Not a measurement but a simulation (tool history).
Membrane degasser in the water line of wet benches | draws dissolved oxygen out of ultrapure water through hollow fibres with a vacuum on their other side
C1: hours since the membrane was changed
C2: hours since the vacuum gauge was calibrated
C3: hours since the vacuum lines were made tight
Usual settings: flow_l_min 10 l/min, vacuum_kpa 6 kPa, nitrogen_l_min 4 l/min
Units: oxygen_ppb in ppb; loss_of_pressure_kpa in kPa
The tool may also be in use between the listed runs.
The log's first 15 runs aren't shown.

Run 16, hour 3928.8: usual settings; C1 8261; C2 1156; C3 16078. Result: oxygen_ppb 41.6 ppb, loss_of_pressure_kpa 39.39 kPa.
Run 17, hour 4247.9: usual settings but vacuum_kpa 4.65 kPa, nitrogen_l_min 4.57 l/min; C1 8581; C2 1475; C3 16397. Result: oxygen_ppb 31.2 ppb, loss_of_pressure_kpa 39.72 kPa.
At hour 4378.8: vacuum gauge calibrated, once more.
At hour 4397.6: seals of the vacuum lines changed.
Run 18, hour 4600.8: usual settings but flow_l_min 13 l/min, vacuum_kpa 14.23 kPa, nitrogen_l_min 2 l/min; C1 8931; C2 220; C3 203. Result: oxygen_ppb 212.3 ppb, loss_of_pressure_kpa 50.82 kPa.
Run 19, hour 4852.5: usual settings but flow_l_min 8 l/min, vacuum_kpa 12.01 kPa, nitrogen_l_min 2 l/min; C1 9183; C2 472; C3 455. Result: oxygen_ppb 95.4 ppb, loss_of_pressure_kpa 31.44 kPa.
Run 20, hour 5192.7: usual settings but flow_l_min 15 l/min, vacuum_kpa 10.41 kPa; C1 9523; C2 812; C3 795. Result: oxygen_ppb 127 ppb, loss_of_pressure_kpa 58.88 kPa.
Run 21, hour 5340.2: usual settings but flow_l_min 15 l/min, vacuum_kpa 10.41 kPa; C1 9670; C2 959; C3 943. Result: oxygen_ppb 127 ppb, loss_of_pressure_kpa 59.51 kPa.
Run 22, hour 5577.1: usual settings but flow_l_min 15 l/min, vacuum_kpa 10.41 kPa; C1 9907; C2 1196; C3 1180. Result: oxygen_ppb 127.4 ppb, loss_of_pressure_kpa 59.41 kPa.
Run 23, hour 5904.1: usual settings but flow_l_min 13 l/min, vacuum_kpa 5 kPa; C1 10234; C2 1523; C3 1507. Result: oxygen_ppb 57.5 ppb, loss_of_pressure_kpa 51.31 kPa.
Run 24, hour 6154: usual settings but vacuum_kpa 8.28 kPa; C1 10484; C2 1773; C3 1756. Result: oxygen_ppb 53.9 ppb, loss_of_pressure_kpa 39.48 kPa.
Run 25, hour 6417.1: usual settings but flow_l_min 8 l/min, vacuum_kpa 7.44 kPa, nitrogen_l_min 3.75 l/min; C1 10747; C2 2036; C3 2020. Result: oxygen_ppb 34.2 ppb, loss_of_pressure_kpa 31.55 kPa.
Run 26, hour 6781.8: usual settings but flow_l_min 7 l/min, nitrogen_l_min 3.36 l/min; C1 11112; C2 2401; C3 2384. Result: oxygen_ppb 22.1 ppb, loss_of_pressure_kpa 27.81 kPa.
Run 27, hour 7113.7: usual settings but flow_l_min 7 l/min, nitrogen_l_min 3.36 l/min; C1 11444; C2 2733; C3 2716. Result: oxygen_ppb 21.8 ppb, loss_of_pressure_kpa 27.62 kPa.
Run 28, hour 7331.9: usual settings but flow_l_min 12 l/min, vacuum_kpa 9.76 kPa; C1 11662; C2 2951; C3 2934. Result: oxygen_ppb 84.7 ppb, loss_of_pressure_kpa 47.53 kPa.
Run 29, hour 7603.5: usual settings but flow_l_min 11 l/min, nitrogen_l_min 6.28 l/min; C1 11934; C2 3223; C3 3206. Result: oxygen_ppb 41.9 ppb, loss_of_pressure_kpa 43.69 kPa.
Run 30, hour 7860.5: usual settings but flow_l_min 11 l/min, vacuum_kpa 10.16 kPa, nitrogen_l_min 6.9 l/min; C1 12191; C2 3480; C3 3463. Result: oxygen_ppb 56.7 ppb, loss_of_pressure_kpa 43.73 kPa.
Run 31, hour 8082: usual settings but flow_l_min 11 l/min, vacuum_kpa 10.16 kPa, nitrogen_l_min 6.9 l/min; C1 12412; C2 3701; C3 3684. Result: oxygen_ppb 57 ppb, loss_of_pressure_kpa 44.09 kPa.
Run 32, hour 8412.3: usual settings but flow_l_min 11 l/min, vacuum_kpa 10.16 kPa, nitrogen_l_min 6.9 l/min; C1 12743; C2 4032; C3 4015. Result: oxygen_ppb 58 ppb, loss_of_pressure_kpa 43.74 kPa.

4 ways to go on from here, each from the tool as it stands after run 32. What would each give?
Run A, hour 8562.8: usual settings but flow_l_min 9 l/min, vacuum_kpa 11.63 kPa, nitrogen_l_min 2.47 l/min; C1 12893; C2 4182; C3 4165. Result: oxygen_ppb ?, loss_of_pressure_kpa ?.
Run B, hour 8562.8: usual settings but flow_l_min 11 l/min, vacuum_kpa 4.04 kPa, nitrogen_l_min 6.28 l/min; C1 12893; C2 4182; C3 4165. Result: oxygen_ppb ?, loss_of_pressure_kpa ?.
Run C, hour 8562.8: usual settings but flow_l_min 13 l/min, vacuum_kpa 9.2 kPa, nitrogen_l_min 2.29 l/min; C1 12893; C2 4182; C3 4165. Result: oxygen_ppb ?, loss_of_pressure_kpa ?.
Run D, hour 8562.8: usual settings but vacuum_kpa 3.73 kPa; C1 12893; C2 4182; C3 4165. Result: oxygen_ppb ?, loss_of_pressure_kpa ?.

run  oxygen_ppb  loss_of_pressure_kpa
  A        95.9                 35.83
  B        33.4                 44.19
  C       130.1                 51.72
  D        27.6                 39.89
Without the tool's hidden state the same runs would have given:
run  oxygen_ppb  loss_of_pressure_kpa
  A        89.5                 34.53
  B        27.1                  42.6
  C       118.9                 49.86
  D          22                 38.45
